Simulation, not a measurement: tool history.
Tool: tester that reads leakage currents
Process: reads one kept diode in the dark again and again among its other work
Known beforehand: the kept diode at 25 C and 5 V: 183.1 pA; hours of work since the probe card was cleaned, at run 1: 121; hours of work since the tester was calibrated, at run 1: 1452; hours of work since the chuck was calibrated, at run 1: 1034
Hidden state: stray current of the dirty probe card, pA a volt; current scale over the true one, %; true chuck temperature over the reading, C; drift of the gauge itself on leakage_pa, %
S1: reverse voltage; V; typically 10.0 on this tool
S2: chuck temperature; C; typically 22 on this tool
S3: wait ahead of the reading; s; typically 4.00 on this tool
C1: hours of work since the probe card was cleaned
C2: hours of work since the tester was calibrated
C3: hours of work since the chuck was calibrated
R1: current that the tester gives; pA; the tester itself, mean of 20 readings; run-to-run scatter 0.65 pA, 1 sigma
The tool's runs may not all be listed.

run,hour,S1,S2,S3,C1,C2,C3,R1
1,0.0,10.0,22,4.00,121,1452,1034,229.60
2,51.9,10.0,22,4.00,143,1474,1056,231.78
3,130.4,10.0,22,4.00,177,1507,1089,231.23
4,188.8,10.0,22,4.00,201,1532,1114,231.81
5,272.0,10.0,22,4.00,237,1568,1150,233.31
6,320.9,12.6,22,4.00,258,1589,1171,266.16
7,372.1,12.6,22,4.00,280,1611,1193,266.05
8,456.1,12.6,22,4.00,316,1647,1228,267.34
9,529.0,10.0,49,4.00,347,1678,1260,1462.58
10,616.0,10.0,22,5.16,384,1715,1297,236.66
11,687.5,10.0,22,4.00,414,1745,1327,236.66
12,723.3,1.5,22,4.00,430,1761,1343,83.06
13,808.3,1.5,22,4.00,466,1797,1379,83.35
14,863.5,1.5,22,4.00,490,1820,1402,83.17
15,901.5,1.5,22,4.00,506,1837,1419,83.02
16,954.5,2.9,22,4.00,528,1859,1441,120.42
17,1021.2,2.0,22,4.00,557,1888,1470,98.84
18,1095.0,10.0,22,4.00,588,1919,1501,242.98
19,1143.6,10.0,22,4.00,609,1940,1522,242.51
20,1191.9,10.0,22,4.00,630,1961,1543,244.21
21,1232.8,10.0,22,4.00,647,1978,1560,245.28
22,1321.0,7.0,21,1.41,685,2016,1598,187.79
23,1393.8,3.9,35,2.80,716,2047,1629,360.29
24,1452.8,1.4,35,1.17,741,2072,1654,206.47
25,1517.9,4.8,33,0.90,769,2100,1682,357.27
26,1598.8,4.8,33,0.90,803,2134,1716,358.67
27,1658.7,7.2,22,4.00,829,2160,1742,206.83
28,1727.3,7.2,22,4.00,858,2189,1771,207.05
29,1808.3,1.3,60,1.65,893,2224,1806,963.95
30,1854.0,1.1,38,1.82,912,2243,1825,222.80
31,1919.6,1.1,38,1.82,940,2271,1853,222.62
32,1990.1,6.0,51,2.43,971,2301,1883,1304.52
33,2059.3,5.3,46,0.56,1000,2331,1913,896.80
34,2125.7,3.6,46,0.56,1028,2359,1941,726.88
35,2171.7,3.6,44,0.56,1048,2379,1961,643.76
36,2207.9,3.6,44,0.56,1064,2394,1976,641.98
37,2291.6,10.0,30,0.32,1099,2430,2012,459.60
38,2327.8,8.5,49,4.00,1115,2446,2028,1413.48
39,2395.2,10.0,57,4.00,1144,2474,2056,2501.99
40,2465.3,10.0,57,4.00,1173,2504,2086,2512.54
41,2507.5,10.0,57,4.00,1191,2522,2104,2514.44

Some steps in R1, run to run, broken into two amounts with sign: the step expected even without the hidden condition (settings, incoming material, random variation), and the rest, left for the hidden condition together with whatever gauge scatter is not in both the measured and the hidden-condition-free result:
Run 8 -> 9: S1 12.6 -> 10.0, S2 22 -> 49. R1 +1195.24 pA: hidden state +69.35, all else +1125.89.
Run 9 -> 10: S2 49 -> 22, S3 4.00 -> 5.16. R1 -1225.92 pA: hidden state -70.69, all else -1155.23.
Run 31 -> 32: S1 1.1 -> 6.0, S2 38 -> 51, S3 1.82 -> 2.43. R1 +1081.90 pA: hidden state +102.42, all else +979.48.
Run 37 -> 38: S1 10.0 -> 8.5, S2 30 -> 49, S3 0.32 -> 4.00. R1 +953.88 pA: hidden state +89.40, all else +864.48.
Run 38 -> 39: S1 8.5 -> 10.0, S2 49 -> 57. R1 +1088.51 pA: hidden state +101.28, all else +987.23.

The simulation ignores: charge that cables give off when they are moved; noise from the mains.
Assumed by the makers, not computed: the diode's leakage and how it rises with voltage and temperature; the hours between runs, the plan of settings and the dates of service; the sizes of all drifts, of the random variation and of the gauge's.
